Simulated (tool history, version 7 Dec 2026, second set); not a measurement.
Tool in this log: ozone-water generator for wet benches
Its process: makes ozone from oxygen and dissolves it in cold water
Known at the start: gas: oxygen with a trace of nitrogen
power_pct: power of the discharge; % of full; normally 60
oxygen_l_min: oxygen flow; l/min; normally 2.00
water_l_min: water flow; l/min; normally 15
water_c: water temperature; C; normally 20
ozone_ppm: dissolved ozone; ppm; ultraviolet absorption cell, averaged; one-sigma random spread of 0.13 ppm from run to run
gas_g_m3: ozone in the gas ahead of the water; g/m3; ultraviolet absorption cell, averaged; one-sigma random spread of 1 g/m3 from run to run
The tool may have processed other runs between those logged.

{"run": 1, "hour": 0.0, "power_pct": 60, "oxygen_l_min": 2.0, "water_l_min": 15, "water_c": 20, "ozone_ppm": 13.6, "gas_g_m3": 178.1}
{"run": 2, "hour": 74.2, "power_pct": 60, "oxygen_l_min": 2.0, "water_l_min": 15, "water_c": 20, "ozone_ppm": 13.7, "gas_g_m3": 181.9}
{"run": 3, "hour": 154.5, "power_pct": 60, "oxygen_l_min": 2.0, "water_l_min": 15, "water_c": 20, "ozone_ppm": 13.7, "gas_g_m3": 180.5}
{"run": 4, "hour": 296.4, "power_pct": 60, "oxygen_l_min": 2.0, "water_l_min": 15, "water_c": 20, "ozone_ppm": 13.6, "gas_g_m3": 178.5}
{"run": 5, "hour": 407.7, "power_pct": 60, "oxygen_l_min": 2.0, "water_l_min": 15, "water_c": 20, "ozone_ppm": 13.7, "gas_g_m3": 178.7}
{"run": 6, "hour": 498.9, "power_pct": 60, "oxygen_l_min": 2.0, "water_l_min": 15, "water_c": 20, "ozone_ppm": 13.5, "gas_g_m3": 178.6}
{"run": 7, "hour": 592.9, "power_pct": 60, "oxygen_l_min": 2.0, "water_l_min": 15, "water_c": 20, "ozone_ppm": 13.5, "gas_g_m3": 179.7}
{"run": 8, "hour": 721.1, "power_pct": 60, "oxygen_l_min": 2.0, "water_l_min": 15, "water_c": 20, "ozone_ppm": 13.6, "gas_g_m3": 180.3}
{"run": 9, "hour": 803.3, "power_pct": 60, "oxygen_l_min": 2.0, "water_l_min": 15, "water_c": 20, "ozone_ppm": 13.7, "gas_g_m3": 179.2}
{"hour": 814.8, "done": "contactor cleaned"}
{"run": 10, "hour": 877.6, "power_pct": 60, "oxygen_l_min": 2.0, "water_l_min": 15, "water_c": 20, "ozone_ppm": 13.7, "gas_g_m3": 181.0}
{"run": 11, "hour": 992.9, "power_pct": 60, "oxygen_l_min": 2.0, "water_l_min": 15, "water_c": 20, "ozone_ppm": 13.5, "gas_g_m3": 178.0}
{"run": 12, "hour": 1096.9, "power_pct": 60, "oxygen_l_min": 1.85, "water_l_min": 15, "water_c": 20, "ozone_ppm": 13.6, "gas_g_m3": 186.7}
{"run": 13, "hour": 1232.9, "power_pct": 60, "oxygen_l_min": 1.85, "water_l_min": 15, "water_c": 20, "ozone_ppm": 13.2, "gas_g_m3": 184.9}
{"run": 14, "hour": 1305.8, "power_pct": 60, "oxygen_l_min": 1.85, "water_l_min": 15, "water_c": 19, "ozone_ppm": 13.4, "gas_g_m3": 185.3}
{"hour": 1428.8, "done": "contactor cleaned, once more"}
{"run": 15, "hour": 1450.7, "power_pct": 57, "oxygen_l_min": 2.0, "water_l_min": 15, "water_c": 20, "ozone_ppm": 12.8, "gas_g_m3": 169.7}
{"run": 16, "hour": 1548.0, "power_pct": 81, "oxygen_l_min": 2.0, "water_l_min": 15, "water_c": 20, "ozone_ppm": 17.6, "gas_g_m3": 228.1}
{"run": 17, "hour": 1632.6, "power_pct": 57, "oxygen_l_min": 2.27, "water_l_min": 9, "water_c": 18, "ozone_ppm": 20.0, "gas_g_m3": 159.8}
{"run": 18, "hour": 1767.2, "power_pct": 51, "oxygen_l_min": 1.39, "water_l_min": 22, "water_c": 15, "ozone_ppm": 7.7, "gas_g_m3": 188.3}
{"run": 19, "hour": 1880.7, "power_pct": 57, "oxygen_l_min": 1.39, "water_l_min": 23, "water_c": 13, "ozone_ppm": 7.9, "gas_g_m3": 205.0}
{"run": 20, "hour": 1978.9, "power_pct": 57, "oxygen_l_min": 2.58, "water_l_min": 15, "water_c": 13, "ozone_ppm": 14.5, "gas_g_m3": 146.8}
{"hour": 2071.5, "done": "water thermometer calibrated"}
{"run": 21, "hour": 2076.1, "power_pct": 60, "oxygen_l_min": 1.85, "water_l_min": 15, "water_c": 20, "ozone_ppm": 13.2, "gas_g_m3": 183.1}
{"run": 22, "hour": 2239.0, "power_pct": 45, "oxygen_l_min": 1.56, "water_l_min": 18, "water_c": 23, "ozone_ppm": 8.3, "gas_g_m3": 157.1}
{"run": 23, "hour": 2332.1, "power_pct": 52, "oxygen_l_min": 2.05, "water_l_min": 15, "water_c": 28, "ozone_ppm": 11.0, "gas_g_m3": 153.9}
{"run": 24, "hour": 2407.8, "power_pct": 88, "oxygen_l_min": 2.29, "water_l_min": 10, "water_c": 26, "ozone_ppm": 23.8, "gas_g_m3": 223.1}
{"run": 25, "hour": 2473.5, "power_pct": 88, "oxygen_l_min": 2.29, "water_l_min": 10, "water_c": 26, "ozone_ppm": 23.4, "gas_g_m3": 224.7}
{"run": 26, "hour": 2588.0, "power_pct": 88, "oxygen_l_min": 2.29, "water_l_min": 10, "water_c": 26, "ozone_ppm": 23.2, "gas_g_m3": 224.5}
{"run": 27, "hour": 2657.5, "power_pct": 88, "oxygen_l_min": 2.29, "water_l_min": 10, "water_c": 26, "ozone_ppm": 23.6, "gas_g_m3": 225.5}
{"run": 28, "hour": 2781.8, "power_pct": 88, "oxygen_l_min": 2.29, "water_l_min": 10, "water_c": 26, "ozone_ppm": 23.4, "gas_g_m3": 221.7}
{"run": 29, "hour": 2852.5, "power_pct": 88, "oxygen_l_min": 2.29, "water_l_min": 10, "water_c": 26, "ozone_ppm": 23.3, "gas_g_m3": 224.5}
{"run": 30, "hour": 2961.6, "power_pct": 82, "oxygen_l_min": 3.37, "water_l_min": 15, "water_c": 20, "ozone_ppm": 17.7, "gas_g_m3": 168.7}

Run 31 comes next. What will it give?
{"run": 31, "hour": 3100.5, "power_pct": 60, "oxygen_l_min": 1.11, "water_l_min": 15, "water_c": 20, "ozone_ppm": "?", "gas_g_m3": "?"}

Run 31 came out at ozone_ppm 11.7 ppm, gas_g_m3 238.0 g/m3.
With no hidden state in the tool, this same run would have given ozone_ppm 12.3 ppm, gas_g_m3 248.2 g/m3.
